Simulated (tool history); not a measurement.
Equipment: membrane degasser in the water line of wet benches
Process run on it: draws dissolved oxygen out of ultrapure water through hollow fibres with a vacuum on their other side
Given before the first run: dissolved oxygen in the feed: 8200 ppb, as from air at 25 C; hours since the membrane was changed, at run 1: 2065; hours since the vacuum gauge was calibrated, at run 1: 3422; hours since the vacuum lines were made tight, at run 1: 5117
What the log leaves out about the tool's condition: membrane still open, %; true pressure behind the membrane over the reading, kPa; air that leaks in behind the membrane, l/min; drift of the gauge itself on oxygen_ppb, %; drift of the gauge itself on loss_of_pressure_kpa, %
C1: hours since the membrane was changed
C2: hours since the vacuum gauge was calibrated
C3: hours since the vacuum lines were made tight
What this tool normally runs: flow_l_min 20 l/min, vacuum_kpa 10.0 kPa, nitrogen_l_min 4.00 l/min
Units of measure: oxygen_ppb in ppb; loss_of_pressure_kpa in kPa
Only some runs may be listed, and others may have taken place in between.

{"run": 1, "hour": 0.0, "flow_l_min": 20, "vacuum_kpa": 10.0, "nitrogen_l_min": 4.0, "C1": 2065, "C2": 3422, "C3": 5117, "oxygen_ppb": 88.9, "loss_of_pressure_kpa": 67.47}
{"run": 2, "hour": 40.4, "flow_l_min": 20, "vacuum_kpa": 10.0, "nitrogen_l_min": 4.0, "C1": 2106, "C2": 3462, "C3": 5157, "oxygen_ppb": 89.3, "loss_of_pressure_kpa": 66.7}
{"run": 3, "hour": 102.8, "flow_l_min": 20, "vacuum_kpa": 10.0, "nitrogen_l_min": 4.0, "C1": 2168, "C2": 3524, "C3": 5220, "oxygen_ppb": 89.1, "loss_of_pressure_kpa": 67.66}
{"run": 4, "hour": 157.7, "flow_l_min": 20, "vacuum_kpa": 10.0, "nitrogen_l_min": 4.0, "C1": 2223, "C2": 3579, "C3": 5275, "oxygen_ppb": 89.1, "loss_of_pressure_kpa": 67.25}
{"run": 5, "hour": 235.0, "flow_l_min": 20, "vacuum_kpa": 10.0, "nitrogen_l_min": 1.64, "C1": 2300, "C2": 3657, "C3": 5352, "oxygen_ppb": 201.4, "loss_of_pressure_kpa": 67.16}
{"run": 6, "hour": 313.8, "flow_l_min": 20, "vacuum_kpa": 10.0, "nitrogen_l_min": 1.64, "C1": 2379, "C2": 3735, "C3": 5431, "oxygen_ppb": 199.3, "loss_of_pressure_kpa": 68.16}
{"run": 7, "hour": 348.1, "flow_l_min": 20, "vacuum_kpa": 9.5, "nitrogen_l_min": 4.0, "C1": 2413, "C2": 3770, "C3": 5465, "oxygen_ppb": 83.3, "loss_of_pressure_kpa": 67.5}
{"run": 8, "hour": 395.3, "flow_l_min": 20, "vacuum_kpa": 8.3, "nitrogen_l_min": 4.0, "C1": 2460, "C2": 3817, "C3": 5512, "oxygen_ppb": 68.6, "loss_of_pressure_kpa": 68.03}
{"run": 9, "hour": 438.4, "flow_l_min": 20, "vacuum_kpa": 8.3, "nitrogen_l_min": 4.0, "C1": 2504, "C2": 3860, "C3": 5555, "oxygen_ppb": 68.9, "loss_of_pressure_kpa": 67.77}
{"run": 10, "hour": 479.7, "flow_l_min": 20, "vacuum_kpa": 8.3, "nitrogen_l_min": 4.0, "C1": 2545, "C2": 3901, "C3": 5597, "oxygen_ppb": 68.7, "loss_of_pressure_kpa": 67.93}
{"run": 11, "hour": 529.1, "flow_l_min": 20, "vacuum_kpa": 8.3, "nitrogen_l_min": 4.0, "C1": 2594, "C2": 3951, "C3": 5646, "oxygen_ppb": 68.8, "loss_of_pressure_kpa": 67.9}
{"run": 12, "hour": 576.7, "flow_l_min": 20, "vacuum_kpa": 8.3, "nitrogen_l_min": 4.0, "C1": 2642, "C2": 3998, "C3": 5694, "oxygen_ppb": 69.1, "loss_of_pressure_kpa": 68.0}
{"run": 13, "hour": 648.1, "flow_l_min": 20, "vacuum_kpa": 10.0, "nitrogen_l_min": 4.0, "C1": 2713, "C2": 4070, "C3": 5765, "oxygen_ppb": 90.2, "loss_of_pressure_kpa": 68.23}
{"run": 14, "hour": 727.3, "flow_l_min": 20, "vacuum_kpa": 10.0, "nitrogen_l_min": 4.0, "C1": 2792, "C2": 4149, "C3": 5844, "oxygen_ppb": 88.9, "loss_of_pressure_kpa": 67.71}
{"run": 15, "hour": 809.6, "flow_l_min": 20, "vacuum_kpa": 10.0, "nitrogen_l_min": 4.0, "C1": 2875, "C2": 4231, "C3": 5927, "oxygen_ppb": 90.2, "loss_of_pressure_kpa": 67.82}
{"run": 16, "hour": 874.0, "flow_l_min": 20, "vacuum_kpa": 10.0, "nitrogen_l_min": 2.11, "C1": 2939, "C2": 4296, "C3": 5991, "oxygen_ppb": 162.5, "loss_of_pressure_kpa": 67.95}
{"run": 17, "hour": 953.8, "flow_l_min": 20, "vacuum_kpa": 6.7, "nitrogen_l_min": 2.11, "C1": 3019, "C2": 4375, "C3": 6071, "oxygen_ppb": 88.1, "loss_of_pressure_kpa": 68.0}
{"run": 18, "hour": 1036.9, "flow_l_min": 31, "vacuum_kpa": 21.9, "nitrogen_l_min": 4.0, "C1": 3102, "C2": 4458, "C3": 6154, "oxygen_ppb": 378.0, "loss_of_pressure_kpa": 105.07}
{"run": 19, "hour": 1107.5, "flow_l_min": 31, "vacuum_kpa": 21.9, "nitrogen_l_min": 4.0, "C1": 3173, "C2": 4529, "C3": 6225, "oxygen_ppb": 377.5, "loss_of_pressure_kpa": 105.11}
{"run": 20, "hour": 1141.6, "flow_l_min": 31, "vacuum_kpa": 21.9, "nitrogen_l_min": 4.0, "C1": 3207, "C2": 4563, "C3": 6259, "oxygen_ppb": 374.9, "loss_of_pressure_kpa": 105.92}
{"run": 21, "hour": 1210.3, "flow_l_min": 21, "vacuum_kpa": 24.4, "nitrogen_l_min": 3.21, "C1": 3275, "C2": 4632, "C3": 6327, "oxygen_ppb": 338.2, "loss_of_pressure_kpa": 71.35}
{"run": 22, "hour": 1287.7, "flow_l_min": 18, "vacuum_kpa": 9.6, "nitrogen_l_min": 6.01, "C1": 3353, "C2": 4709, "C3": 6405, "oxygen_ppb": 52.1, "loss_of_pressure_kpa": 61.3}
{"run": 23, "hour": 1369.6, "flow_l_min": 23, "vacuum_kpa": 9.6, "nitrogen_l_min": 2.69, "C1": 3435, "C2": 4791, "C3": 6487, "oxygen_ppb": 144.2, "loss_of_pressure_kpa": 78.38}
{"run": 24, "hour": 1450.9, "flow_l_min": 23, "vacuum_kpa": 7.1, "nitrogen_l_min": 2.69, "C1": 3516, "C2": 4872, "C3": 6568, "oxygen_ppb": 93.4, "loss_of_pressure_kpa": 77.55}
{"run": 25, "hour": 1509.1, "flow_l_min": 20, "vacuum_kpa": 23.3, "nitrogen_l_min": 6.0, "C1": 3574, "C2": 4931, "C3": 6626, "oxygen_ppb": 172.3, "loss_of_pressure_kpa": 68.33}
{"run": 26, "hour": 1573.5, "flow_l_min": 20, "vacuum_kpa": 23.3, "nitrogen_l_min": 6.0, "C1": 3639, "C2": 4995, "C3": 6691, "oxygen_ppb": 172.6, "loss_of_pressure_kpa": 68.49}
{"run": 27, "hour": 1640.8, "flow_l_min": 20, "vacuum_kpa": 23.3, "nitrogen_l_min": 6.0, "C1": 3706, "C2": 5062, "C3": 6758, "oxygen_ppb": 174.1, "loss_of_pressure_kpa": 68.24}
{"run": 28, "hour": 1717.9, "flow_l_min": 20, "vacuum_kpa": 21.6, "nitrogen_l_min": 2.39, "C1": 3783, "C2": 5139, "C3": 6835, "oxygen_ppb": 373.1, "loss_of_pressure_kpa": 67.99}
{"run": 29, "hour": 1767.9, "flow_l_min": 18, "vacuum_kpa": 11.1, "nitrogen_l_min": 3.89, "C1": 3833, "C2": 5189, "C3": 6885, "oxygen_ppb": 96.0, "loss_of_pressure_kpa": 61.68}
{"run": 30, "hour": 1837.3, "flow_l_min": 20, "vacuum_kpa": 10.0, "nitrogen_l_min": 1.72, "C1": 3902, "C2": 5259, "C3": 6954, "oxygen_ppb": 196.9, "loss_of_pressure_kpa": 68.08}
{"hour": 1878.7, "done": "vacuum gauge calibrated"}
{"run": 31, "hour": 1885.7, "flow_l_min": 16, "vacuum_kpa": 10.0, "nitrogen_l_min": 2.78, "C1": 3950, "C2": 7, "C3": 7002, "oxygen_ppb": 98.9, "loss_of_pressure_kpa": 55.02}
{"run": 32, "hour": 1961.1, "flow_l_min": 16, "vacuum_kpa": 10.5, "nitrogen_l_min": 2.78, "C1": 4026, "C2": 82, "C3": 7078, "oxygen_ppb": 106.3, "loss_of_pressure_kpa": 54.58}

Forecast each of these 3 alternatives for the next run:
{"hour": 2006.1, "done": "seals of the vacuum lines changed"}
{"run": "A", "hour": 2042.4, "flow_l_min": 14, "vacuum_kpa": 10.0, "nitrogen_l_min": 4.0, "C1": 4105, "C2": 162, "C3": 36, "oxygen_ppb": "?", "loss_of_pressure_kpa": "?"}
{"hour": 2006.1, "done": "seals of the vacuum lines changed"}
{"run": "B", "hour": 2042.4, "flow_l_min": 17, "vacuum_kpa": 10.0, "nitrogen_l_min": 8.73, "C1": 4105, "C2": 162, "C3": 36, "oxygen_ppb": "?", "loss_of_pressure_kpa": "?"}
{"hour": 2006.1, "done": "seals of the vacuum lines changed"}
{"run": "C", "hour": 2042.4, "flow_l_min": 20, "vacuum_kpa": 10.0, "nitrogen_l_min": 4.0, "C1": 4105, "C2": 162, "C3": 36, "oxygen_ppb": "?", "loss_of_pressure_kpa": "?"}

run=A oxygen_ppb=58.9 loss_of_pressure_kpa=48.07
run=B oxygen_ppb=34.0 loss_of_pressure_kpa=58.01
run=C oxygen_ppb=85.5 loss_of_pressure_kpa=68.32
With no hidden state in the tool, these same runs would have given:
run=A oxygen_ppb=58.3 loss_of_pressure_kpa=46.57
run=B oxygen_ppb=33.5 loss_of_pressure_kpa=56.18
run=C oxygen_ppb=84.3 loss_of_pressure_kpa=66.18
